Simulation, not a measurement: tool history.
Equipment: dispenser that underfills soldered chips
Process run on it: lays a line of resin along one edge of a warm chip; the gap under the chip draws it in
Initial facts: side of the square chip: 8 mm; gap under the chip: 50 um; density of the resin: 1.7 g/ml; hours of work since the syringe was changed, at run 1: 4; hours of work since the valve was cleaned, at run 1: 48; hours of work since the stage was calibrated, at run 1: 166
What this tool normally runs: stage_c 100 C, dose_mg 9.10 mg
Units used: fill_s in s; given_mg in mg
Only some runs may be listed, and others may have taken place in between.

run	hour	stage_c	dose_mg	hours of work since the syringe was changed	hours of work since the valve was cleaned	hours of work since the stage was calibrated	fill_s	given_mg
1	0.0	100	9.10	4	48	166	49.9	8.82
# hour 6.1: new syringe of resin
2	13.1	100	9.10	5	57	175	51.6	8.62
# hour 18.1: new syringe of resin
3	20.3	100	9.10	2	62	180	46.9	8.65
# hour 30.6: new syringe of resin
4	34.9	100	9.10	3	72	190	50.2	8.51
# hour 42.1: new syringe of resin
5	50.2	100	9.10	6	83	200	55.0	8.41
# hour 53.4: new syringe of resin
6	61.2	100	9.10	5	90	208	53.5	8.60
# hour 65.4: new syringe of resin
7	70.4	100	8.19	4	97	214	51.4	7.65
# hour 76.6: new syringe of resin
8	82.5	100	8.19	4	105	222	52.2	7.46
# hour 88.6: new syringe of resin
9	92.6	100	9.10	3	112	229	48.0	8.27
# hour 100.8: new syringe of resin
10	102.6	100	9.10	1	119	236	46.3	8.19
# hour 112.3: new syringe of resin
11	117.1	100	9.10	3	129	246	47.7	8.16
# hour 124.0: new syringe of resin
12	126.8	100	9.10	2	135	253	46.8	8.14
# hour 135.6: new syringe of resin
# hour 137.5: dispensing valve cleaned and set on the balance
13	139.0	100	9.10	2	1	260	46.4	9.01
# hour 148.5: new syringe of resin
14	153.5	106	11.23	4	11	270	37.7	11.23
# hour 159.8: new syringe of resin
15	165.0	93	8.91	4	19	278	67.3	8.79
# hour 171.4: new syringe of resin
16	176.6	93	8.91	4	27	286	66.8	8.74
# hour 182.7: new syringe of resin
17	190.4	93	9.51	5	36	296	70.4	9.32
# hour 194.7: new syringe of resin
18	200.9	93	9.51	4	44	303	65.7	9.19
# hour 206.9: new syringe of resin
19	214.3	88	9.29	5	53	312	89.8	8.88
# hour 218.9: new syringe of resin
20	229.2	94	10.48	7	63	322	73.2	9.97
# hour 230.8: new syringe of resin
21	237.7	100	9.94	5	69	328	52.1	9.34

Below are 3 alternative next runs, each starting from the tool's condition after run 21. Predict each:
# hour 242.6: new syringe of resin
A	248.6	100	8.18	4	76	336	?	?
# hour 242.6: new syringe of resin
B	248.6	100	8.24	4	76	336	?	?
# hour 242.6: new syringe of resin
C	248.6	100	11.36	4	76	336	?	?

run	fill_s	given_mg
A	50.9	7.67
B	52.0	7.75
C	49.7	10.67
Stripped of hidden state, with their random variation kept, the same runs would have yielded:
run	fill_s	given_mg
A	45.2	8.16
B	46.3	8.24
C	44.5	11.35
